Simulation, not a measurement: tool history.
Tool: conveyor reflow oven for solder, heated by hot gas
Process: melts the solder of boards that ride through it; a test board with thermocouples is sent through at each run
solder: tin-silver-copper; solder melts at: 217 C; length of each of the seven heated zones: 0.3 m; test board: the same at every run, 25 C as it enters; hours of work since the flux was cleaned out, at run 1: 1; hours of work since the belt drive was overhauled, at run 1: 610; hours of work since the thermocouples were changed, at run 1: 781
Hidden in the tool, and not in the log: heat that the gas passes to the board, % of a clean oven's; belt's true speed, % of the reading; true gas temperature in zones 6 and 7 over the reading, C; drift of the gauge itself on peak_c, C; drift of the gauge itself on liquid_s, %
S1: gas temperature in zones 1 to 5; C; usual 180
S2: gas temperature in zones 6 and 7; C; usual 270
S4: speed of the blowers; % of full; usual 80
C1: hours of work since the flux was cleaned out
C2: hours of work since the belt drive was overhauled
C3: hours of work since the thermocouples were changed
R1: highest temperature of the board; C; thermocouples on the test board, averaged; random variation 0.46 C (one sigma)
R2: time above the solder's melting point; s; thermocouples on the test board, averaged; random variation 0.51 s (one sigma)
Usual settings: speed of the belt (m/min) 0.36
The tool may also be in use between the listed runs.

run 1 hour=0 | S1=180 S2=270 speed_of_the_belt_(m/min)=0.36 S4=80 | C1=1 C2=610 C3=781 | R1=253.8 R2=80.3
-- hour=14.4 thermocouples of zones 6 and 7 changed
run 2 hour=45.6 | S1=180 S2=270 speed_of_the_belt_(m/min)=0.36 S4=80 | C1=28 C2=637 C3=19 | R1=255.8 R2=81.7
run 3 hour=139.9 | S1=180 S2=270 speed_of_the_belt_(m/min)=0.36 S4=80 | C1=85 C2=694 C3=76 | R1=255.2 R2=80.6
run 4 hour=240.8 | S1=180 S2=270 speed_of_the_belt_(m/min)=0.36 S4=80 | C1=146 C2=755 C3=137 | R1=254.6 R2=81.1
run 5 hour=335 | S1=180 S2=270 speed_of_the_belt_(m/min)=0.36 S4=80 | C1=203 C2=812 C3=194 | R1=253.4 R2=79.4
run 6 hour=439.1 | S1=180 S2=270 speed_of_the_belt_(m/min)=0.36 S4=80 | C1=266 C2=875 C3=257 | R1=252.8 R2=80.1
run 7 hour=523.5 | S1=180 S2=270 speed_of_the_belt_(m/min)=0.36 S4=80 | C1=317 C2=926 C3=308 | R1=251.9 R2=77.3
run 8 hour=596.9 | S1=194 S2=270 speed_of_the_belt_(m/min)=0.36 S4=80 | C1=362 C2=970 C3=353 | R1=254.3 R2=89.2
run 9 hour=680.9 | S1=194 S2=270 speed_of_the_belt_(m/min)=0.36 S4=80 | C1=412 C2=1021 C3=404 | R1=253.3 R2=88.2
-- hour=703 flux residue cleaned out of gas plates and filters
run 10 hour=741.5 | S1=194 S2=270 speed_of_the_belt_(m/min)=0.36 S4=80 | C1=23 C2=1055 C3=437 | R1=257.3 R2=91.3
run 11 hour=809 | S1=194 S2=270 speed_of_the_belt_(m/min)=0.36 S4=80 | C1=64 C2=1096 C3=478 | R1=256.2 R2=92.3
run 12 hour=878 | S1=194 S2=270 speed_of_the_belt_(m/min)=0.36 S4=80 | C1=106 C2=1137 C3=520 | R1=256 R2=91.6
run 13 hour=963.2 | S1=190 S2=270 speed_of_the_belt_(m/min)=0.36 S4=80 | C1=158 C2=1189 C3=571 | R1=255.3 R2=87.7
run 14 hour=1025.9 | S1=180 S2=270 speed_of_the_belt_(m/min)=0.324 S4=80 | C1=196 C2=1227 C3=609 | R1=256 R2=93.3
run 15 hour=1102.7 | S1=180 S2=270 speed_of_the_belt_(m/min)=0.324 S4=80 | C1=242 C2=1274 C3=656 | R1=255.1 R2=92.6
run 16 hour=1190.4 | S1=191 S2=270 speed_of_the_belt_(m/min)=0.324 S4=80 | C1=295 C2=1327 C3=709 | R1=256 R2=100.6
run 17 hour=1249.4 | S1=191 S2=270 speed_of_the_belt_(m/min)=0.324 S4=80 | C1=331 C2=1362 C3=745 | R1=256.7 R2=99.3
-- hour=1323.2 thermocouples of zones 6 and 7 changed
run 18 hour=1323.2 | S1=185 S2=261 speed_of_the_belt_(m/min)=0.315 S4=90 | C1=374 C2=1406 C3=0 | R1=250.6 R2=93.6
-- hour=1405.1 flux residue cleaned out of gas plates and filters
run 19 hour=1418.8 | S1=184 S2=270 speed_of_the_belt_(m/min)=0.328 S4=80 | C1=8 C2=1461 C3=55 | R1=259.1 R2=97.7
run 20 hour=1465 | S1=176 S2=267 speed_of_the_belt_(m/min)=0.332 S4=90 | C1=36 C2=1489 C3=83 | R1=255.6 R2=90.6
run 21 hour=1556 | S1=179 S2=264 speed_of_the_belt_(m/min)=0.36 S4=80 | C1=91 C2=1544 C3=138 | R1=250.2 R2=77
run 22 hour=1652.5 | S1=180 S2=268 speed_of_the_belt_(m/min)=0.344 S4=85 | C1=150 C2=1602 C3=196 | R1=255.2 R2=86.4
run 23 hour=1706.8 | S1=180 S2=283 speed_of_the_belt_(m/min)=0.409 S4=80 | C1=183 C2=1635 C3=229 | R1=261.1 R2=75.8
run 24 hour=1810.4 | S1=187 S2=270 speed_of_the_belt_(m/min)=0.36 S4=71 | C1=245 C2=1698 C3=292 | R1=253.1 R2=85.3
-- hour=1843.4 belt drive overhauled, speed set with a stopwatch
run 25 hour=1911.6 | S1=172 S2=272 speed_of_the_belt_(m/min)=0.409 S4=52 | C1=304 C2=41 C3=351 | R1=240.7 R2=48.9
run 26 hour=2003.5 | S1=167 S2=270 speed_of_the_belt_(m/min)=0.36 S4=86 | C1=360 C2=97 C3=406 | R1=249.4 R2=67.9
run 27 hour=2064.1 | S1=180 S2=270 speed_of_the_belt_(m/min)=0.296 S4=80 | C1=397 C2=134 C3=443 | R1=256.7 R2=99.3
-- hour=2115.3 flux residue cleaned out of gas plates and filters
run 28 hour=2158.8 | S1=185 S2=268 speed_of_the_belt_(m/min)=0.389 S4=62 | C1=26 C2=188 C3=497 | R1=247.7 R2=69.6
run 29 hour=2213.4 | S1=185 S2=268 speed_of_the_belt_(m/min)=0.389 S4=62 | C1=59 C2=221 C3=531 | R1=247 R2=68.7

Forecast each of these 5 alternatives for the next run:
run A hour=2271.3 | S1=185 S2=274 speed_of_the_belt_(m/min)=0.389 S4=62 | C1=94 C2=256 C3=566 | R1=? R2=?
run B hour=2271.3 | S1=176 S2=264 speed_of_the_belt_(m/min)=0.389 S4=87 | C1=94 C2=256 C3=566 | R1=? R2=?
run C hour=2271.3 | S1=195 S2=269 speed_of_the_belt_(m/min)=0.291 S4=62 | C1=94 C2=256 C3=566 | R1=? R2=?
run D hour=2271.3 | S1=189 S2=268 speed_of_the_belt_(m/min)=0.389 S4=78 | C1=94 C2=256 C3=566 | R1=? R2=?
run E hour=2271.3 | S1=185 S2=268 speed_of_the_belt_(m/min)=0.422 S4=87 | C1=94 C2=256 C3=566 | R1=? R2=?

run=A R1=251.9 R2=73
run=B R1=245.7 R2=64
run=C R1=258 R2=113.9
run=D R1=250.4 R2=75
run=E R1=249.6 R2=64.1
Without the tool's hidden state the same runs would have given:
run=A R1=254.2 R2=74.9
run=B R1=248.1 R2=66.5
run=C R1=259.8 R2=114.8
run=D R1=252.7 R2=76.9
run=E R1=252.1 R2=66.3
